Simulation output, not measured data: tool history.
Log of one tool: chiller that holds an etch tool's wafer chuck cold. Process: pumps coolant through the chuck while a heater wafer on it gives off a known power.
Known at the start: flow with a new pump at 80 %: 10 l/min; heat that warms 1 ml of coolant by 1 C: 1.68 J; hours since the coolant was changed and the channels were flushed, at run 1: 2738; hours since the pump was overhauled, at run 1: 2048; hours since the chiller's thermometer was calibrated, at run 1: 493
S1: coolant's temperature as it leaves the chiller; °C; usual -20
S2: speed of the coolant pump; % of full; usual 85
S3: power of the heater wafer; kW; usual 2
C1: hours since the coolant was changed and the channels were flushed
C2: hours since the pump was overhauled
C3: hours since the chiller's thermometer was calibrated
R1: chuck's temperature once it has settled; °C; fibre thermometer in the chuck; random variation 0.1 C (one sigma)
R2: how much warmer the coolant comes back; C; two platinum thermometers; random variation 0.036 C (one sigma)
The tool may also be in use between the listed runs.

run,day,S1,S2,S3,C1,C2,C3,R1,R2
1,0,-20,85,2,2738,2048,493,-3.7,6.94
2,3.471,-20,85,1.957,2821,2131,576,-4.1,6.72
3,6.129,-20,85,1.391,2885,2195,640,-8.7,4.84
4,10.958,-17,85,2,3001,2311,756,-0.5,6.91
5,16.104,-17,85,2,3124,2435,879,-0.6,7.02
6,20.321,-17,85,2,3226,2536,980,-0.5,6.93
7,25.171,-20,85,2.777,3342,2652,1097,2.8,9.72
# day 25.642: chiller's thermometer calibrated
8,29,-20,85,1.668,3433,2743,81,-6.1,5.77
9,32.654,-20,85,1.668,3521,2831,168,-6.4,5.83
10,37.196,-21,85,2,3630,2940,277,-4.3,7.03
11,40.058,-21,85,2,3698,3009,346,-4.5,7.04
12,44.483,-21,85,2,3804,3115,452,-4.5,7
13,49.5,-20,85,2.606,3925,3235,573,1.7,9.17
14,54.192,-20,68,1.115,4037,3348,685,-9.2,5
# day 57.425: chiller's thermometer calibrated, once more
15,58.242,-28,72,1.661,4134,3444,20,-12.3,6.99
16,60.954,-20,68,2.493,4199,3509,85,4.5,11.03
17,65.95,-20,68,2.493,4319,3629,205,4.9,11.21
18,69.35,-20,68,2.493,4400,3711,286,4.7,11.2
19,73.7,-20,68,2.493,4505,3815,391,4.9,11.23
20,78.062,-30,79,2,4609,3920,495,-12,7.66
21,81.533,-20,94,1.338,4693,4003,579,-9.5,4.26
22,85.688,-13,94,1.338,4792,4103,678,-2.5,4.29
23,88.571,-29,94,2.681,4862,4172,747,-7.7,8.59

Run 24 comes next. What will it give?
24,93.492,-20,93,1.947,4980,4290,866,?,?

R1: -4.4 °C
R2: 6.4 C
Without the tool's hidden state the same run would have given R1 -6.2 °C, R2 5.98 C.
